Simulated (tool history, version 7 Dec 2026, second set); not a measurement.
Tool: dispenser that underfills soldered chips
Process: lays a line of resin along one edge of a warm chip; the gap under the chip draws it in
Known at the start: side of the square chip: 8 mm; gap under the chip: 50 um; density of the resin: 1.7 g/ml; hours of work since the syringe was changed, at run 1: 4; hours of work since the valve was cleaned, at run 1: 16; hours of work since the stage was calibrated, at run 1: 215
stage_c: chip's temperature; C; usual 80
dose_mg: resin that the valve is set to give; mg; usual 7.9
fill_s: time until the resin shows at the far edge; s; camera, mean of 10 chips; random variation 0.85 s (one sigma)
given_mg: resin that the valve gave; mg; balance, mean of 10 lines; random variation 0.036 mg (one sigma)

run,hour,stage_c,dose_mg,hours of work since the syringe was changed,hours of work since the valve was cleaned,hours of work since the stage was calibrated,fill_s,given_mg
1,0,80,7.9,4,16,215,115.2,7.8
2,5.3,80,7.9,8,19,219,153,7.81
# hour 7.6: new syringe of resin
3,9.1,80,7.9,1,22,221,90.5,7.84
4,12.8,80,7.9,4,25,224,111.8,7.76
5,19.1,80,7.9,8,29,229,157.3,7.7
# hour 21.2: new syringe of resin
6,23.3,80,7.9,2,32,231,92.3,7.72
7,28.2,95,7.9,5,35,235,64.1,7.6
8,32,89,7.9,8,38,237,103.1,7.73
# hour 34.5: new syringe of resin
9,38,89,7.9,2,42,241,66.9,7.67
10,45.1,80,7.95,7,47,246,147.1,7.61
# hour 47.8: new syringe of resin
11,50.8,66,7.9,2,51,250,194,7.57
12,55.3,80,10.16,5,54,253,121.4,9.66
# hour 61.4: new syringe of resin
13,62.8,80,7.9,1,59,259,87.4,7.47
14,70.5,80,7.9,6,65,264,134.9,7.53
# hour 74.8: new syringe of resin
15,75.7,80,7.9,1,68,267,88.4,7.47
16,82.3,80,7.02,5,73,272,131.1,6.63
# hour 88.2: new syringe of resin
17,90.2,80,7.02,1,78,278,96.8,6.63
18,96.4,80,7.02,6,82,282,138.1,6.54
# hour 101.7: new syringe of resin
19,102.6,79,7.54,1,87,286,93.1,6.98
20,110.5,79,7.54,6,92,292,144.3,6.98
21,113.9,81,9.37,9,95,294,154.1,8.63
# hour 115.4: new syringe of resin
22,120.3,81,9.37,3,99,298,102.2,8.64
23,127.8,93,8.83,9,104,304,92.8,8.05
# hour 128.8: new syringe of resin
# hour 131.8: dispensing valve cleaned and set on the balance
24,133.8,93,8.83,3,1,307,58.7,8.85
25,138.1,74,7.8,6,5,310,179.8,7.83
# hour 143.1: new syringe of resin
26,145.2,80,10.08,1,9,315,93.2,10.05
27,150.3,91,7.79,5,13,318,77.3,7.75

The next listed run, before its measurement:
# hour 156.4: new syringe of resin
28,156.4,69,7.62,0,17,323,?,?

{"run 28": {"fill_s": 143.9, "given_mg": 7.57}}
Without the tool's hidden state the same run would have given fill_s 135.9 s, given_mg 7.64 mg.
